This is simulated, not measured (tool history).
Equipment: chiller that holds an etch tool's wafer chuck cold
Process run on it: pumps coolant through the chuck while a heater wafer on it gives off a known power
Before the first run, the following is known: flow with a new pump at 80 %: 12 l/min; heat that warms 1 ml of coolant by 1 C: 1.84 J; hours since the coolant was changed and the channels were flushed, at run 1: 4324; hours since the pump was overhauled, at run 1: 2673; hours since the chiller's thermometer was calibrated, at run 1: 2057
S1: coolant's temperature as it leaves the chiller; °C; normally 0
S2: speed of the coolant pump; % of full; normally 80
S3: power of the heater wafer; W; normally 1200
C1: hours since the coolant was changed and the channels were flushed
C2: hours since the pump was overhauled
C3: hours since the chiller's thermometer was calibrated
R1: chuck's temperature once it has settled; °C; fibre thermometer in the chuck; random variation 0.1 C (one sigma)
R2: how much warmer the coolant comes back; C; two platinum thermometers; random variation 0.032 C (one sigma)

Run 1, hour 0.0: usual settings; C1 4324; C2 2673; C3 2057. Result: R1 12.4 °C, R2 3.38 C.
Run 2, hour 116.0: usual settings; C1 4440; C2 2789; C3 2173. Result: R1 12.4 °C, R2 3.41 C.
Run 3, hour 226.5: usual settings; C1 4551; C2 2900; C3 2284. Result: R1 12.4 °C, R2 3.45 C.
Run 4, hour 300.9: usual settings; C1 4625; C2 2974; C3 2358. Result: R1 12.7 °C, R2 3.41 C.
Run 5, hour 388.8: usual settings; C1 4713; C2 3062; C3 2446. Result: R1 12.7 °C, R2 3.43 C.
Run 6, hour 457.9: usual settings; C1 4782; C2 3131; C3 2515. Result: R1 12.5 °C, R2 3.45 C.
Run 7, hour 539.1: usual settings; C1 4863; C2 3212; C3 2596. Result: R1 12.8 °C, R2 3.43 C.
Run 8, hour 669.4: usual settings; C1 4994; C2 3343; C3 2727. Result: R1 12.8 °C, R2 3.41 C.
Run 9, hour 772.2: usual settings; C1 5096; C2 3445; C3 2829. Result: R1 12.9 °C, R2 3.42 C.
Run 10, hour 862.8: usual settings; C1 5187; C2 3536; C3 2920. Result: R1 13.0 °C, R2 3.42 C.
Run 11, hour 956.7: usual settings; C1 5281; C2 3630; C3 3014. Result: R1 13.0 °C, R2 3.47 C.
Run 12, hour 1088.2: usual settings; C1 5412; C2 3761; C3 3145. Result: R1 13.1 °C, R2 3.45 C.
Run 13, hour 1173.1: usual settings; C1 5497; C2 3846; C3 3230. Result: R1 13.0 °C, R2 3.41 C.
At hour 1205.5: coolant changed, channels flushed.
Run 14, hour 1295.0: usual settings but S1 3 °C, S2 92 % of full, S3 1180 W; C1 90; C2 3962; C3 3346. Result: R1 12.5 °C, R2 2.97 C.
Run 15, hour 1350.3: usual settings but S1 3 °C, S2 92 % of full, S3 1180 W; C1 145; C2 4018; C3 3402. Result: R1 12.6 °C, R2 2.94 C.
Run 16, hour 1464.4: usual settings but S1 7 °C, S2 75 % of full, S3 1212 W; C1 259; C2 4132; C3 3516. Result: R1 18.7 °C, R2 3.72 C.
Run 17, hour 1531.5: usual settings but S1 8 °C, S2 75 % of full, S3 1212 W; C1 326; C2 4199; C3 3583. Result: R1 19.8 °C, R2 3.74 C.
Run 18, hour 1602.0: usual settings but S1 7 °C, S2 75 % of full, S3 787 W; C1 397; C2 4269; C3 3653. Result: R1 14.9 °C, R2 2.40 C.
Run 19, hour 1684.4: usual settings but S1 -6 °C, S2 81 % of full; C1 479; C2 4352; C3 3736. Result: R1 5.2 °C, R2 3.47 C.
Run 20, hour 1741.9: usual settings but S1 -6 °C, S2 81 % of full; C1 536; C2 4409; C3 3793. Result: R1 5.2 °C, R2 3.39 C.

Predict each of these 4 candidate next runs independently; none follows another, all start after run 20:
At hour 1821.3: chiller's thermometer calibrated.
Run A, hour 1852.4: usual settings but S1 1 °C, S2 62 % of full, S3 1449 W; C1 646; C2 4519; C3 31. Result: R1 ?, R2 ?.
At hour 1821.3: chiller's thermometer calibrated.
Run B, hour 1852.4: usual settings but S1 -6 °C, S2 81 % of full, S3 731 W; C1 646; C2 4519; C3 31. Result: R1 ?, R2 ?.
At hour 1821.3: chiller's thermometer calibrated.
Run C, hour 1852.4: usual settings but S1 -9 °C, S3 1497 W; C1 646; C2 4519; C3 31. Result: R1 ?, R2 ?.
At hour 1821.3: chiller's thermometer calibrated.
Run D, hour 1852.4: usual settings but S1 -5 °C, S3 612 W; C1 646; C2 4519; C3 31. Result: R1 ?, R2 ?.

run    R1    R2
  A  17.7  5.42
  B   0.7  2.05
  C   5.1  4.32
  D   0.8  1.76
Had the tool no hidden state, the same runs would have come out as:
run    R1    R2
  A  16.2  5.08
  B   0.0  1.92
  C   3.9  4.05
  D   0.2  1.65
